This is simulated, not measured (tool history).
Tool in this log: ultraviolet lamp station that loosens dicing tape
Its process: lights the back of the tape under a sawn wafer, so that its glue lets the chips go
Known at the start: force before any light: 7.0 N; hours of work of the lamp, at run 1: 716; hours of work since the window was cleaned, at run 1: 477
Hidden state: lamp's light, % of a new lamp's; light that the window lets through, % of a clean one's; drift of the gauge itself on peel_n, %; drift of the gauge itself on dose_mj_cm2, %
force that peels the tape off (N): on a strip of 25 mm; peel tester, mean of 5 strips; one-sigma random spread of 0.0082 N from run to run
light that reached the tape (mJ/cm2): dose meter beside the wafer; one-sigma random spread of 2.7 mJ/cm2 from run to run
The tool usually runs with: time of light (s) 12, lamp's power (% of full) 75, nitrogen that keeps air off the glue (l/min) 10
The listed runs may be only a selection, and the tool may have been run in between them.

run,day,time of light (s),lamp's power (% of full),nitrogen that keeps air off the glue (l/min),hours of work of the lamp,hours of work since the window was cleaned,force that peels the tape off (N),light that reached the tape (mJ/cm2)
1,0.000,12,75,10,716,477,0.464,269
2,0.996,12,75,10,726,487,0.459,271
# day 1.667: window cleaned of glue's vapour
3,2.400,12,75,10,739,7,0.443,281
4,3.642,12,75,10,751,19,0.458,281
5,4.442,12,75,10,759,27,0.441,282
6,6.192,12,75,10,775,44,0.422,281
7,7.354,12,82,10,787,55,0.390,304
8,8.517,12,82,10,798,66,0.408,300
9,9.517,12,73,10,807,76,0.469,273
10,10.517,11,73,10,817,85,0.572,242
11,11.358,11,73,10,825,93,0.555,245
12,12.779,11,73,10,839,107,0.572,240
13,14.308,11,73,10,853,122,0.574,244
14,15.958,11,73,10,869,138,0.567,240
15,17.388,11,70,10,883,151,0.636,230
16,18.288,12,98,19,892,160,0.282,351
17,19.767,12,83,10,906,174,0.385,295
18,21.333,24,99,10,921,189,0.244,702
19,22.362,19,75,10,931,199,0.281,422
20,23.342,14,75,11,940,209,0.386,306
21,25.058,10,80,14,957,225,0.522,232
22,26.217,8,61,10,968,236,1.377,140
23,27.146,10,87,10,977,245,0.544,250
24,28.050,13,96,10,986,254,0.320,354
25,29.733,9,94,3,1002,270,1.125,239

Pick out some run-to-run changes in force that peels the tape off (N). Of each, how much would a tool without hidden state show as well, from the settings, what came in and chance, and how much is left for the hidden state and any gauge scatter not in both results compared?
Run 21 -> 22: time of light (s) 10 -> 8, lamp's power (% of full) 80 -> 61, nitrogen that keeps air off the glue (l/min) 14 -> 10. force that peels the tape off (N) +0.855: hidden state +0.325, all else +0.530.
Run 22 -> 23: time of light (s) 8 -> 10, lamp's power (% of full) 61 -> 87. force that peels the tape off (N) -0.833: hidden state -0.314, all else -0.519.
Run 24 -> 25: time of light (s) 13 -> 9, lamp's power (% of full) 96 -> 94, nitrogen that keeps air off the glue (l/min) 10 -> 3. force that peels the tape off (N) +0.805: hidden state +0.396, all else +0.409.
